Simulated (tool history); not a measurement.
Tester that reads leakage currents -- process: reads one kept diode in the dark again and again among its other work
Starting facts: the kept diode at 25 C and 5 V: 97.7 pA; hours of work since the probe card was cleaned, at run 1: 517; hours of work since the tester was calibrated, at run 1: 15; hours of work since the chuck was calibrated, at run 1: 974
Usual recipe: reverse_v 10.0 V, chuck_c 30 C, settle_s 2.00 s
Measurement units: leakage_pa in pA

run,hour,reverse_v,chuck_c,settle_s,hours of work since the probe card was cleaned,hours of work since the tester was calibrated,hours of work since the chuck was calibrated,leakage_pa
1,0.0,10.0,30,2.00,517,15,974,236.94
2,41.5,2.0,30,2.00,536,33,992,105.49
3,61.6,2.0,30,2.00,545,43,1001,105.45
4,78.7,2.0,30,2.00,553,50,1009,105.41
5,119.4,2.0,30,2.00,571,69,1027,105.75
6,145.5,2.0,30,2.00,583,80,1039,105.49
7,182.7,10.0,30,2.00,599,97,1056,240.18
8,221.0,10.0,30,2.00,617,114,1073,240.43
9,257.9,10.0,30,2.00,633,131,1090,242.07
10,294.3,10.0,30,2.00,650,147,1106,242.98
11,327.7,10.0,30,2.00,665,162,1121,242.23
12,364.3,10.0,30,2.00,681,179,1138,244.75
13,383.4,10.0,30,2.00,690,187,1146,242.48
14,419.2,10.0,30,2.00,706,203,1162,244.75
15,450.4,10.0,30,2.00,720,217,1176,244.38
16,479.2,5.4,30,2.00,733,230,1189,179.29
17,503.0,5.4,30,2.00,743,241,1200,179.06
18,521.1,5.4,30,2.00,752,249,1208,179.08
19,558.8,5.4,30,2.00,769,266,1225,180.09
20,599.8,5.4,30,2.00,787,285,1244,179.97
21,617.5,5.4,30,2.00,795,293,1252,180.18
22,636.8,5.1,30,8.32,804,301,1260,175.26
23,655.8,5.1,30,8.32,812,310,1269,176.73
24,684.4,5.1,30,8.32,825,323,1282,175.70
25,719.9,5.1,38,8.32,841,339,1298,310.38
26,759.0,5.1,38,8.32,859,356,1315,312.73
27,789.2,1.8,58,1.13,872,370,1329,697.17

Forecast run 28:
28,815.1,1.8,26,7.39,884,382,1340,?

Run 28 came out at leakage_pa 77.76 pA.
Without the tool's hidden state the same run would have given leakage_pa 63.79 pA.
